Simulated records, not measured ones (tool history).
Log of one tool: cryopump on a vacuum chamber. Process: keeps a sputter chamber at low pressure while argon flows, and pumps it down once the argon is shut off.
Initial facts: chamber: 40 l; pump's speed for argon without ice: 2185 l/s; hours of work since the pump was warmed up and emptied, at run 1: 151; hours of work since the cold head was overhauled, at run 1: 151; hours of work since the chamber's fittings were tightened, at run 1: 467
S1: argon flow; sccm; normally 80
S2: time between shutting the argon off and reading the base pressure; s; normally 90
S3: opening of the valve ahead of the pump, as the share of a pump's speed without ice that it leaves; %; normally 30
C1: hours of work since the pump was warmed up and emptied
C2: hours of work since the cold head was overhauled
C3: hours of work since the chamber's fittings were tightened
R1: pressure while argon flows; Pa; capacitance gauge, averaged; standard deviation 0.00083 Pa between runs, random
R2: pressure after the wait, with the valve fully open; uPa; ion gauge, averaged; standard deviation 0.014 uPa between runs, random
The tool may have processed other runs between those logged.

run   hour   S1   S2  S3   C1   C2   C3      R1    R2
  1    0.0   80   90  30  151  151  467  0.2094  0.65
  2   11.6   80   90  43  157  157  473  0.1474  0.66
  3   33.8   80   90  43  169  169  485  0.1470  0.68
  4   55.0   80   90  43  180  180  496  0.1485  0.70
  5   77.3   80   90  30  191  191  507  0.2108  0.70
  6   94.6   80   90  30  200  200  516  0.2119  0.67
  7  108.4   80   90  30  207  207  524  0.2112  0.67
  8  129.9   80   90  30  218  218  535  0.2114  0.67
  9  145.6  125  108  44  227  227  543  0.2278  0.58
 10  164.3  125  108  44  236  236  553  0.2290  0.62
 11  178.3   80   90  33  244  244  560  0.1925  0.69
 12  192.6   80   90  33  251  251  567  0.1925  0.67
 13  207.4   80   90  33  259  259  575  0.1932  0.71
 14  224.2   98   29  22  267  267  584  0.3527  1.69
 15  242.8   80   90  38  277  277  593  0.1699  0.69

Below are 4 alternative next runs, each starting from the tool's condition after run 15. Predict each:
  A  262.2  113  194  38  287  287  603   ?   ?
  B  262.2  105   90  38  287  287  603   ?   ?
  C  262.2   66   90  30  287  287  603   ?   ?
  D  262.2   73   90  30  287  287  603   ?   ?

run      R1    R2
  A  0.2382  0.43
  B  0.2236  0.68
  C  0.1749  0.69
  D  0.1948  0.68
The same runs, with their run-to-run variation unchanged, on a tool lacking any hidden condition would have given:
run      R1    R2
  A  0.2290  0.35
  B  0.2150  0.59
  C  0.1695  0.61
  D  0.1888  0.60
